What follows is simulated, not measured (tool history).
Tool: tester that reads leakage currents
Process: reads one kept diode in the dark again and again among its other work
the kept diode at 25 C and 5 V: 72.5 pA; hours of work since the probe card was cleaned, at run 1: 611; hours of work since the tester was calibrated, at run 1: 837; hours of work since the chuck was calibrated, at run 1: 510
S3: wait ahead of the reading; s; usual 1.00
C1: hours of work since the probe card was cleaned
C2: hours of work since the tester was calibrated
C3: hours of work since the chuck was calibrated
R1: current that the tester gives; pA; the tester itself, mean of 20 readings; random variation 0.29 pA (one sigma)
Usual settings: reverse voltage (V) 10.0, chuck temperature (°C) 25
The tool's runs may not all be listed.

run 1 hour=0.0 | reverse_voltage_(V)=10.0 chuck_temperature_(°C)=25 S3=1.00 | C1=611 C2=837 C3=510 | R1=98.00
run 2 hour=21.6 | reverse_voltage_(V)=10.0 chuck_temperature_(°C)=25 S3=1.00 | C1=625 C2=850 C3=524 | R1=97.92
run 3 hour=54.7 | reverse_voltage_(V)=10.0 chuck_temperature_(°C)=25 S3=1.00 | C1=646 C2=871 C3=545 | R1=97.98
run 4 hour=91.1 | reverse_voltage_(V)=10.0 chuck_temperature_(°C)=25 S3=6.09 | C1=669 C2=894 C3=568 | R1=96.26
run 5 hour=125.1 | reverse_voltage_(V)=10.0 chuck_temperature_(°C)=25 S3=6.09 | C1=690 C2=916 C3=590 | R1=96.27
run 6 hour=143.7 | reverse_voltage_(V)=10.0 chuck_temperature_(°C)=46 S3=0.58 | C1=702 C2=928 C3=601 | R1=539.35
run 7 hour=170.4 | reverse_voltage_(V)=2.2 chuck_temperature_(°C)=31 S3=0.58 | C1=719 C2=945 C3=618 | R1=92.24
run 8 hour=199.2 | reverse_voltage_(V)=6.0 chuck_temperature_(°C)=25 S3=1.00 | C1=737 C2=963 C3=637 | R1=80.25
run 9 hour=222.4 | reverse_voltage_(V)=3.7 chuck_temperature_(°C)=31 S3=0.30 | C1=752 C2=978 C3=651 | R1=112.58
run 10 hour=253.4 | reverse_voltage_(V)=19.3 chuck_temperature_(°C)=21 S3=0.38 | C1=772 C2=997 C3=671 | R1=102.63

Forecast each of these 3 alternatives for the next run:
run A hour=272.8 | reverse_voltage_(V)=19.3 chuck_temperature_(°C)=21 S3=8.28 | C1=784 C2=1010 C3=683 | R1=?
run B hour=272.8 | reverse_voltage_(V)=3.0 chuck_temperature_(°C)=21 S3=0.38 | C1=784 C2=1010 C3=683 | R1=?
run C hour=272.8 | reverse_voltage_(V)=10.0 chuck_temperature_(°C)=49 S3=0.52 | C1=784 C2=1010 C3=683 | R1=?

run=A R1=92.82
run=B R1=44.29
run=C R1=676.71
Without the tool's hidden state the same runs would have given:
run=A R1=80.89
run=B R1=43.63
run=C R1=692.31
